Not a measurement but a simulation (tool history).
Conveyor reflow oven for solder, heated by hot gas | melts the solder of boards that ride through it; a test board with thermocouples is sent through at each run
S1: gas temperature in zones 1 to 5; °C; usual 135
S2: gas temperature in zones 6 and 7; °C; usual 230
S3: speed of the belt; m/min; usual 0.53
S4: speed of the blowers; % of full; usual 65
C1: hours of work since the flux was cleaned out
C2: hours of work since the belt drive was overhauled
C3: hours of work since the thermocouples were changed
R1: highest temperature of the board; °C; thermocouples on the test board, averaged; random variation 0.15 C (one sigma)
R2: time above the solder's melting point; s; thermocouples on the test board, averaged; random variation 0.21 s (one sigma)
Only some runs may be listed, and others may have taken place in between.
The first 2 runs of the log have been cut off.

run	hour	S1	S2	S3	S4	C1	C2	C3	R1	R2
3	83.6	135	230	0.556	65	201	1201	160	205.6	50.4
4	123.2	122	230	0.53	65	229	1229	188	204.4	47
5	144.3	122	230	0.53	65	244	1244	203	204.3	46.5
6	164.3	135	230	0.53	65	258	1258	218	206.6	55.2
7	185.9	135	230	0.53	65	274	1274	233	206.6	54.7
8	219.4	135	230	0.53	65	298	1298	257	206.5	54.2
# hour 227.4: flux residue cleaned out of gas plates and filters
9	255.9	135	230	0.53	65	20	1320	279	205.6	52.7
10	289.9	135	230	0.53	65	45	1344	304	205.1	51.8
11	308.9	135	230	0.53	65	58	1358	317	204.9	52.3
# hour 344.1: flux residue cleaned out of gas plates and filters, once more
12	350.5	131	230	0.53	65	5	1384	343	208.4	56.1
13	379.8	135	230	0.53	86	25	1405	364	213.7	65.9
14	413	133	230	0.53	65	49	1429	388	208.2	56.6
15	433.4	135	230	0.53	89	64	1443	402	214	66
16	451.5	128	230	0.432	89	77	1456	415	218.6	85.1
17	476.9	135	239	0.485	65	95	1474	434	218.7	75.5
18	501.4	133	225	0.533	54	112	1492	451	199.7	42.6
19	520.9	134	222	0.421	71	126	1506	465	209.1	78
20	559.3	132	240	0.484	79	154	1533	492	222.2	78.5
21	591	135	225	0.53	55	176	1556	515	200.5	45
22	616.7	135	218	0.548	54	195	1574	533	193.4	29.8
# hour 657.2: belt drive overhauled, speed set with a stopwatch
23	661.9	135	218	0.548	54	224	3	563	192.2	25.8
24	688.3	135	218	0.548	54	243	22	582	192.1	25.1

Expected results for the next run?
25	726.4	122	221	0.44	86	270	49	609	?	?

For run 25 the tool returned R1 206.3 °C, R2 63 s.
The same run, on a tool lacking any hidden state, would have yielded R1 209.7 °C, R2 68.9 s.
